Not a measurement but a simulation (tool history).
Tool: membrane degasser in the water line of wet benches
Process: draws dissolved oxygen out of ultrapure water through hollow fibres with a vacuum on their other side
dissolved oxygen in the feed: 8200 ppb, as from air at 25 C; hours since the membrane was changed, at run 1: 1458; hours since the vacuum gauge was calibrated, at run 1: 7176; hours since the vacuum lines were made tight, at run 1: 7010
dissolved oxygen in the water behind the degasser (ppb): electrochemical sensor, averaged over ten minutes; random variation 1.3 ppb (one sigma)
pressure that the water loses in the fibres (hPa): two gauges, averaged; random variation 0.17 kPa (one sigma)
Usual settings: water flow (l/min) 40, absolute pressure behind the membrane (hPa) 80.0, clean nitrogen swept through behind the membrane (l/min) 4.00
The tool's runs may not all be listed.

| run | day | water flow (l/min) | absolute pressure behind the membrane (hPa) | clean nitrogen swept through behind the membrane (l/min) | hours since the membrane was changed | hours since the vacuum gauge was calibrated | hours since the vacuum lines were made tight | dissolved oxygen in the water behind the degasser (ppb) | pressure that the water loses in the fibres (hPa) |
|---|---|---|---|---|---|---|---|---|---|
| 1 | 0.000 | 40 | 80.0 | 4.00 | 1458 | 7176 | 7010 | 128.5 | 254.8 |
| 2 | 2.483 | 40 | 80.0 | 4.00 | 1517 | 7235 | 7070 | 129.1 | 255.2 |
| 3 | 5.304 | 43 | 80.0 | 4.00 | 1585 | 7303 | 7138 | 139.7 | 275.3 |
| 4 | 7.958 | 40 | 80.0 | 4.00 | 1649 | 7367 | 7201 | 128.7 | 258.2 |
| 5 | 9.725 | 40 | 80.0 | 4.00 | 1691 | 7409 | 7244 | 129.5 | 258.5 |
| 6 | 12.271 | 40 | 80.0 | 4.00 | 1752 | 7470 | 7305 | 130.1 | 255.2 |
| 7 | 13.575 | 40 | 80.0 | 4.00 | 1783 | 7501 | 7336 | 132.8 | 253.8 |
| 8 | 15.458 | 40 | 80.0 | 4.00 | 1829 | 7547 | 7381 | 129.2 | 257.8 |
| 9 | 17.238 | 29 | 80.0 | 8.36 | 1871 | 7589 | 7424 | 47.5 | 186.4 |
| 10 | 18.921 | 40 | 57.5 | 5.60 | 1912 | 7630 | 7464 | 62.5 | 254.3 |
| 11 | 20.671 | 41 | 80.0 | 2.57 | 1954 | 7672 | 7506 | 189.9 | 262.0 |
| 12 | 23.450 | 40 | 189.6 | 4.00 | 2020 | 7738 | 7573 | 376.2 | 258.2 |
| 13 | 25.796 | 61 | 138.7 | 1.75 | 2077 | 7795 | 7629 | 755.7 | 389.9 |
| 14 | 26.958 | 61 | 138.7 | 1.75 | 2105 | 7822 | 7657 | 750.0 | 389.3 |

Forecast each of these 4 alternatives for the next run:
| A | 28.946 | 60 | 80.0 | 4.57 | 2152 | 7870 | 7705 | ? | ? |
| B | 28.946 | 32 | 167.3 | 1.75 | 2152 | 7870 | 7705 | ? | ? |
| C | 28.946 | 61 | 77.3 | 1.85 | 2152 | 7870 | 7705 | ? | ? |
| D | 28.946 | 28 | 90.2 | 1.75 | 2152 | 7870 | 7705 | ? | ? |

| run | dissolved oxygen in the water behind the degasser (ppb) | pressure that the water loses in the fibres (hPa) |
|---|---|---|
| A | 191.9 | 382.0 |
| B | 533.2 | 207.0 |
| C | 346.7 | 388.3 |
| D | 215.7 | 175.1 |
Without the tool's hidden state the same runs would have given:
| run | dissolved oxygen in the water behind the degasser (ppb) | pressure that the water loses in the fibres (hPa) |
|---|---|---|
| A | 191.6 | 381.9 |
| B | 532.8 | 207.0 |
| C | 346.2 | 388.2 |
| D | 215.4 | 175.1 |
